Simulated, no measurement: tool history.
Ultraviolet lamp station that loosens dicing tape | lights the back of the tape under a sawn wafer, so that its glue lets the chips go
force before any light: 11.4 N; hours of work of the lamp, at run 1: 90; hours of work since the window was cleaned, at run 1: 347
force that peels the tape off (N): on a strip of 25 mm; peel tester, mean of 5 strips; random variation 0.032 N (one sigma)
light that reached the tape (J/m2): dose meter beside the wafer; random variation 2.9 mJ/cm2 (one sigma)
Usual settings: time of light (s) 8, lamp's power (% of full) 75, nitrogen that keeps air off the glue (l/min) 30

run,hour,time of light (s),lamp's power (% of full),nitrogen that keeps air off the glue (l/min),hours of work of the lamp,hours of work since the window was cleaned,force that peels the tape off (N),light that reached the tape (J/m2)
1,0,8,75,30,90,347,1.892,3780
2,9.7,8,75,20,95,353,2.425,3810
3,28.1,8,75,20,105,363,2.427,3750
# hour 38.2: window cleaned of glue's vapour
4,38.2,8,75,30,111,0,2.067,3560
5,55,8,75,30,120,9,2.012,3530
6,71.4,8,86,30,129,18,1.649,4050
7,87.2,8,75,30,138,27,2.038,3550
8,107.7,8,75,30,149,39,2.127,3520
9,122.4,8,75,30,157,47,2.148,3490
10,133.2,8,75,30,163,53,2.088,3480
11,147.3,8,75,30,171,61,2.163,3470
12,169.4,8,75,18,183,73,2.951,3470
# hour 172.7: window cleaned of glue's vapour, once more
13,182.1,8,75,18,190,5,2.386,4020
14,204.5,8,89,30,203,18,1.251,4730
15,219,8,89,30,211,26,1.233,4710
16,235.4,8,75,30,220,35,1.793,4010
17,246.3,8,75,30,226,41,1.706,3890
18,259.2,8,75,30,233,48,1.772,3910
19,281.6,8,75,30,246,60,1.77,3960
20,297.7,8,75,30,255,69,1.819,3900
21,310.8,8,75,30,262,77,1.77,3900
22,333.5,8,75,30,274,89,1.802,3910
23,351.4,8,82,30,284,99,1.55,4150
24,373.6,8,82,30,297,112,1.544,4200
25,385.3,8,82,30,303,118,1.533,4210
26,395.7,14,75,27,309,124,0.618,6640
27,408.3,6,98,47,316,131,1.423,3760
28,431.3,8,75,49,329,144,1.367,3760
29,446.8,9,68,30,337,152,1.788,3840
30,456.6,5,90,28,343,158,3.057,2830
31,475.7,5,90,28,353,168,3.048,2870

The next listed run, before its measurement:
32,492,8,97,18,362,177,?,?

force that peels the tape off (N): 1.761
light that reached the tape (J/m2): 4840
Without the tool's hidden state the same run would have given force that peels the tape off (N) 1.436, light that reached the tape (J/m2) 5400.
